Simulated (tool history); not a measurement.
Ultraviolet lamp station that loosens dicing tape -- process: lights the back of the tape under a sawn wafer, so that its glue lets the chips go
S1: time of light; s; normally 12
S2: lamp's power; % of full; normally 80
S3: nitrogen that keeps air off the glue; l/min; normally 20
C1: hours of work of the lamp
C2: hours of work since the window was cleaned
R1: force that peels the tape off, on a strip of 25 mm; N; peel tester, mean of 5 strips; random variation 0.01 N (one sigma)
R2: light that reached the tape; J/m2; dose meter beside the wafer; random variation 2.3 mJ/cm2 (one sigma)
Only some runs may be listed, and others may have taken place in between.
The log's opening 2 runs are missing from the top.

run    hour  S1  S2  S3   C1   C2     R1    R2
  3   152.2  12  94  20  614  117  0.510  2190
  4   207.0  12  94  20  638  141  0.514  2170
  5   284.8  15  94  20  673  176  0.336  2640
  6   352.0  15  94  20  703  206  0.342  2600
  7   396.9  15  94  20  723  226  0.371  2570
  8   454.5  12  93  20  748  252  0.571  2020
  9   498.8  12  80  20  768  271  0.778  1720
      534.1  -- window cleaned of glue's vapour
 10   552.4  12  80  20  792    8  0.739  1790
      609.7  -- lamp changed
 11   624.9  12  80  20    7   40  0.490  2240
 12   698.2  12  80  20   39   73  0.501  2210
 13   767.2  12  80  33   70  103  0.406  2170
 14   836.0  12  80  33  101  134  0.425  2170
 15   897.1  12  80  33  128  161  0.447  2110
 16   969.3  12  80  20  160  194  0.589  2100
 17  1030.1  12  80  15  187  221  0.634  2040
 18  1071.1  12  80  15  206  239  0.675  2000
 19  1104.9  12  80  15  221  254  0.693  2010
 20  1169.2  12  80  14  249  283  0.723  1990
     1178.8  -- window cleaned of glue's vapour
 21  1238.0  12  80  14  280   26  0.654  2050
 22  1281.1  12  80  14  299   46  0.654  2030
 23  1333.3  12  80  29  322   69  0.512  2020

For run 24, what comes out?
 24  1381.0   6  89  29  344  90   ?   ?

R1: 1.301 N
R2: 1130 J/m2
Without the tool's hidden state the same run would have given R1 1.060 N, R2 1330 J/m2.

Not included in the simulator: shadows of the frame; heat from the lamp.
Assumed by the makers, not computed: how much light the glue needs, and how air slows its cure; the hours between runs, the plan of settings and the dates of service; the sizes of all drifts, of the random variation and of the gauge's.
